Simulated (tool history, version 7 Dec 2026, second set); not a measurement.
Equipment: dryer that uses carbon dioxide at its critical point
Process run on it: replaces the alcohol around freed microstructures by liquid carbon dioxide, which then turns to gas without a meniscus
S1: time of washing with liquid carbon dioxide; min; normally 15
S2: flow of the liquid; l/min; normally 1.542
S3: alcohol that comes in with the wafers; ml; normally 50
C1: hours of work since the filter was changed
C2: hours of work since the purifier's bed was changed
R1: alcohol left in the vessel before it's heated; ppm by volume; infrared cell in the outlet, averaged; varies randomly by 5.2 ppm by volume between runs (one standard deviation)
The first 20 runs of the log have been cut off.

run,day,S1,S2,S3,C1,C2,R1
21,38.983,22,2.550,41,212,82,38
22,41.367,22,2.550,41,246,116,54
23,42.833,12,1.990,78,267,138,198
24,45.617,14,0.960,50,308,178,971
25,48.196,18,1.040,50,345,215,399
# day 48.671: inlet filter changed
26,49.658,15,1.610,25,14,236,125
27,51.217,15,1.610,25,37,258,130
28,52.933,23,1.820,117,62,283,107
29,54.408,16,1.030,41,83,305,443
30,56.592,16,1.030,41,115,336,476
31,59.196,13,1.360,58,152,374,513
32,60.825,23,1.630,26,176,397,154
33,62.125,18,1.140,52,195,416,356
34,64.388,11,2.240,21,227,449,193
35,66.975,13,1.542,69,265,486,484

Forecast each of these 5 alternatives for the next run:
A,69.475,10,1.542,69,301,523,?
B,69.475,13,1.220,69,301,523,?
C,69.475,13,1.542,23,301,523,?
D,69.475,22,1.100,29,301,523,?
E,69.475,15,1.542,89,301,523,?

run,R1
A,966
B,926
C,306
D,246
E,411
Had the tool no hidden state, the same runs would have come out as:
run,R1
A,637
B,601
C,91
D,44
E,163
